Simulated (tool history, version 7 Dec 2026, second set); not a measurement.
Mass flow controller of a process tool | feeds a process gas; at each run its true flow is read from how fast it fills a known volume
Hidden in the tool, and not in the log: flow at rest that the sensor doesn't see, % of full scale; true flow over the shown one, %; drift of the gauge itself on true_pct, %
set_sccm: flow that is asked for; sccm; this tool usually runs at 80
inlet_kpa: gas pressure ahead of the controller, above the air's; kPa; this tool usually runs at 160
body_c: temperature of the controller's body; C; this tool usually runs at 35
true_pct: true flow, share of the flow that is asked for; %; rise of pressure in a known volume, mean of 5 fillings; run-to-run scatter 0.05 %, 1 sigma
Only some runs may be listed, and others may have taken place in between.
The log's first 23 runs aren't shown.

run,hour,set_sccm,inlet_kpa,body_c,hours of work since the controller was set to zero,hours of work since the controller was changed,true_pct
24,10005.6,80,183,35,4998,4998,98.93
25,10548.9,80,183,35,5165,5165,99.02
26,10948.5,60,280,31,5288,5288,98.02
27,11342.2,60,280,31,5409,5409,97.97
28,11754.1,30,147,35,5535,5535,98.34
# hour 11969.8: gauge calibrated
29,12013.8,79,160,33,5615,5615,99.37
30,12424.1,79,160,33,5741,5741,99.36
31,12709.2,80,154,29,5829,5829,98.87
32,12953.8,42,250,29,5904,5904,98.19
33,13309.3,42,250,29,6013,6013,98.21
34,13900.2,42,168,26,6195,6195,98.01
35,14461.2,42,168,26,6367,6367,98.06
36,14707,65,227,26,6443,6443,98.11
37,14994.7,33,250,34,6531,6531,98.54

Run 38 comes next. What will it give?
38,15329.9,33,250,34,6634,6634,?

Run 38 gave true_pct 98.58 %.
Had the tool carried no hidden state, the very same run would have given true_pct 98.75 %.
